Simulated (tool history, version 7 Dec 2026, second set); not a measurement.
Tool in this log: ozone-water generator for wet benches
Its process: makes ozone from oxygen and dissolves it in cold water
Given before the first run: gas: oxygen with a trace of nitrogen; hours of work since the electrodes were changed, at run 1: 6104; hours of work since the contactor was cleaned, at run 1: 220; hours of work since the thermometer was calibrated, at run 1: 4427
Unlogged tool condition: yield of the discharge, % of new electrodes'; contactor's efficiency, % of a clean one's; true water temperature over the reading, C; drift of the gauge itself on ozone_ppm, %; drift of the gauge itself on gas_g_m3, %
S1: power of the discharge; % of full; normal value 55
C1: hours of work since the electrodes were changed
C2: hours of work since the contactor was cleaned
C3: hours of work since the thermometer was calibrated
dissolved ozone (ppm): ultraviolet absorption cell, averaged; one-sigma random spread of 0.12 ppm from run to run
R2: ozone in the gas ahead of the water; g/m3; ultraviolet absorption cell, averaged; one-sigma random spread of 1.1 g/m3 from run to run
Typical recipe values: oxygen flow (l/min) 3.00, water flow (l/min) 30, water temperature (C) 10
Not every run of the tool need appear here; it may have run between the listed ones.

Run 1, hour 0.0: usual settings; C1 6104; C2 220; C3 4427. Result: dissolved ozone (ppm) 11.2, R2 184.3 g/m3.
Run 2, hour 145.8: usual settings; C1 6232; C2 348; C3 4554. Result: dissolved ozone (ppm) 11.1, R2 182.6 g/m3.
Run 3, hour 334.1: usual settings; C1 6397; C2 513; C3 4719. Result: dissolved ozone (ppm) 11.0, R2 183.9 g/m3.
Run 4, hour 521.1: usual settings; C1 6561; C2 677; C3 4883. Result: dissolved ozone (ppm) 11.0, R2 186.3 g/m3.
Run 5, hour 686.0: usual settings; C1 6705; C2 821; C3 5027. Result: dissolved ozone (ppm) 11.1, R2 184.2 g/m3.
Run 6, hour 870.3: usual settings; C1 6866; C2 982; C3 5188. Result: dissolved ozone (ppm) 11.2, R2 184.9 g/m3.
Run 7, hour 1028.8: usual settings; C1 7005; C2 1121; C3 5327. Result: dissolved ozone (ppm) 11.2, R2 184.9 g/m3.
Run 8, hour 1197.7: usual settings; C1 7153; C2 1269; C3 5475. Result: dissolved ozone (ppm) 11.0, R2 188.2 g/m3.
At hour 1368.4: water thermometer calibrated.
Run 9, hour 1368.4: usual settings but S1 48 % of full; C1 7302; C2 1418; C3 0. Result: dissolved ozone (ppm) 9.8, R2 168.0 g/m3.
Run 10, hour 1480.5: usual settings but S1 48 % of full, water flow (l/min) 48; C1 7400; C2 1516; C3 98. Result: dissolved ozone (ppm) 5.9, R2 166.7 g/m3.
Run 11, hour 1563.3: usual settings but S1 48 % of full, water flow (l/min) 48; C1 7472; C2 1588; C3 171. Result: dissolved ozone (ppm) 6.1, R2 166.3 g/m3.
Run 12, hour 1652.6: usual settings but water flow (l/min) 38; C1 7550; C2 1666; C3 249. Result: dissolved ozone (ppm) 8.5, R2 186.0 g/m3.
Run 13, hour 1798.9: usual settings but water flow (l/min) 38; C1 7679; C2 1795; C3 377. Result: dissolved ozone (ppm) 8.4, R2 187.9 g/m3.
Run 14, hour 1968.5: usual settings but S1 86 % of full, water flow (l/min) 38; C1 7827; C2 1943; C3 525. Result: dissolved ozone (ppm) 12.2, R2 260.2 g/m3.
Run 15, hour 2149.9: usual settings but oxygen flow (l/min) 1.52; C1 7986; C2 2102; C3 684. Result: dissolved ozone (ppm) 7.8, R2 230.7 g/m3.
Run 16, hour 2283.8: usual settings; C1 8103; C2 2219; C3 801. Result: dissolved ozone (ppm) 11.2, R2 185.6 g/m3.
Run 17, hour 2474.1: usual settings but oxygen flow (l/min) 2.22, water flow (l/min) 23, water temperature (C) 6; C1 8269; C2 2385; C3 968. Result: dissolved ozone (ppm) 12.8, R2 203.2 g/m3.
Run 18, hour 2574.9: usual settings but S1 50 % of full, oxygen flow (l/min) 2.61, water flow (l/min) 38, water temperature (C) 5; C1 8358; C2 2474; C3 1056. Result: dissolved ozone (ppm) 7.7, R2 180.8 g/m3.
Run 19, hour 2748.2: usual settings but S1 99 % of full; C1 8509; C2 2625; C3 1208. Result: dissolved ozone (ppm) 17.5, R2 295.2 g/m3.
Run 20, hour 2877.3: usual settings but oxygen flow (l/min) 2.28, water flow (l/min) 22; C1 8622; C2 2738; C3 1321. Result: dissolved ozone (ppm) 13.3, R2 203.4 g/m3.
Run 21, hour 3071.3: usual settings but S1 67 % of full, oxygen flow (l/min) 2.98, water flow (l/min) 41, water temperature (C) 13; C1 8792; C2 2908; C3 1490. Result: dissolved ozone (ppm) 9.2, R2 218.6 g/m3.
Run 22, hour 3239.2: usual settings but S1 67 % of full, oxygen flow (l/min) 2.98, water flow (l/min) 41, water temperature (C) 13; C1 8939; C2 3055; C3 1637. Result: dissolved ozone (ppm) 9.2, R2 217.0 g/m3.
Run 23, hour 3321.1: usual settings but S1 52 % of full, oxygen flow (l/min) 2.98, water flow (l/min) 41, water temperature (C) 9; C1 9011; C2 3127; C3 1709. Result: dissolved ozone (ppm) 7.7, R2 181.8 g/m3.
Run 24, hour 3477.0: usual settings but S1 62 % of full, oxygen flow (l/min) 3.99, water flow (l/min) 41, water temperature (C) 17; C1 9147; C2 3263; C3 1846. Result: dissolved ozone (ppm) 9.8, R2 189.0 g/m3.
Run 25, hour 3646.7: usual settings but S1 62 % of full, oxygen flow (l/min) 3.99, water flow (l/min) 41, water temperature (C) 9; C1 9296; C2 3412; C3 1994. Result: dissolved ozone (ppm) 10.2, R2 188.6 g/m3.
Run 26, hour 3748.1: usual settings but water flow (l/min) 26; C1 9385; C2 3500; C3 2083. Result: dissolved ozone (ppm) 13.0, R2 188.7 g/m3.
Run 27, hour 3851.0: usual settings but S1 54 % of full; C1 9475; C2 3591; C3 2173. Result: dissolved ozone (ppm) 10.9, R2 185.7 g/m3.
Run 28, hour 3975.7: usual settings but S1 54 % of full, water temperature (C) 5; C1 9584; C2 3700; C3 2282. Result: dissolved ozone (ppm) 11.4, R2 186.5 g/m3.
Run 29, hour 4103.2: usual settings but S1 54 % of full, oxygen flow (l/min) 4.09, water flow (l/min) 33, water temperature (C) 5; C1 9695; C2 3811; C3 2394. Result: dissolved ozone (ppm) 12.1, R2 166.8 g/m3.
Run 30, hour 4293.0: usual settings but water flow (l/min) 35, water temperature (C) 14; C1 9861; C2 3977; C3 2560. Result: dissolved ozone (ppm) 9.4, R2 189.0 g/m3.
Run 31, hour 4429.4: usual settings but water flow (l/min) 35, water temperature (C) 14; C1 9981; C2 4097; C3 2679. Result: dissolved ozone (ppm) 9.2, R2 187.1 g/m3.
Run 32, hour 4618.0: usual settings but S1 61 % of full, oxygen flow (l/min) 2.02, water flow (l/min) 20, water temperature (C) 6; C1 10146; C2 4262; C3 2844. Result: dissolved ozone (ppm) 15.2, R2 230.2 g/m3.

Hidden state at the last listed run before each entry between runs and at the first one after, where it differs:
In the gap between runs 8 and 9: water thermometer calibrated (hour 1368.4)
  drift of the gauge itself on gas_g_m3, %: 0.59 -> 0.67
  what was measured, less what the result would be without the hidden state, R2: +0.8 -> +0.9 g/m3
